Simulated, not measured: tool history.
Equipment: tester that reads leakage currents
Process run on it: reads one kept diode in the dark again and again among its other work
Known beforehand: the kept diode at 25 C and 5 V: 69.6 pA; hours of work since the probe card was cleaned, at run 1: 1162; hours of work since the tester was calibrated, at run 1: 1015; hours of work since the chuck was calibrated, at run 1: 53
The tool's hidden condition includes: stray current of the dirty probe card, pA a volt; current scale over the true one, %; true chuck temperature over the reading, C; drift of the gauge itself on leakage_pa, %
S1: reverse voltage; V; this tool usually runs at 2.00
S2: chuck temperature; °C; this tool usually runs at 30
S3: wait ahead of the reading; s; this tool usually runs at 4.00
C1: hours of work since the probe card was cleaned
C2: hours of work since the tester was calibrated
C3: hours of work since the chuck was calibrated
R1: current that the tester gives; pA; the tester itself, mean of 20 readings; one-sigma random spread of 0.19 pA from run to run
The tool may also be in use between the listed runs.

run,hour,S1,S2,S3,C1,C2,C3,R1
1,0.0,2.00,30,4.00,1162,1015,53,64.24
2,26.8,2.00,30,4.00,1174,1026,65,63.84
3,72.2,4.10,30,4.00,1193,1046,84,97.33
4,111.1,4.10,30,4.00,1210,1062,101,97.76
5,163.3,2.00,30,4.00,1232,1085,124,64.90
6,211.2,2.00,30,4.00,1253,1105,144,65.15
7,244.7,2.00,30,4.00,1267,1120,159,64.97
8,285.1,2.00,30,4.00,1285,1137,176,65.58
# hour 291.2: probe card cleaned and baked
9,337.1,2.00,30,0.48,20,1158,197,66.20
10,363.3,2.00,21,4.00,31,1170,208,32.58
11,421.4,2.00,30,4.00,56,1195,233,66.12
12,479.1,2.00,30,4.00,81,1219,258,66.45
13,524.3,2.00,30,4.00,100,1239,278,66.95
14,572.8,2.00,44,4.00,121,1260,299,190.23
15,604.8,6.12,44,4.00,135,1274,312,361.53
16,631.3,6.12,44,4.00,146,1285,324,363.53
17,661.4,16.34,24,1.62,159,1298,337,150.17
# hour 667.4: probe card cleaned and baked, once more
18,717.6,1.18,24,0.83,22,1321,360,30.17
19,774.5,1.18,24,0.83,46,1345,384,30.40
20,814.2,16.65,30,7.86,63,1362,401,222.21
21,842.9,16.65,30,7.86,76,1375,414,223.17
22,906.8,16.65,30,7.86,103,1402,441,223.19
23,953.0,16.65,30,7.86,123,1422,461,225.67
24,996.9,2.09,30,0.58,142,1441,480,69.39
25,1029.6,2.09,30,0.58,156,1455,494,69.52
26,1089.1,1.31,48,0.67,181,1481,519,203.74
27,1123.8,1.31,48,0.67,196,1496,534,204.78
28,1152.8,2.00,38,2.26,209,1508,547,126.69
29,1192.2,6.44,42,2.48,226,1525,564,329.65
30,1236.3,6.44,42,2.48,245,1544,583,331.74

Branching from run 30: 3 alternative next runs. What would each branch give?
A,1299.5,6.38,22,2.48,272,1571,610,?
B,1299.5,1.58,33,5.46,272,1571,610,?
C,1299.5,1.69,34,5.36,272,1571,610,?

run,R1
A,71.03
B,76.46
C,85.60
Without the tool's hidden state the same runs would have given:
run,R1
A,63.06
B,69.02
C,77.33
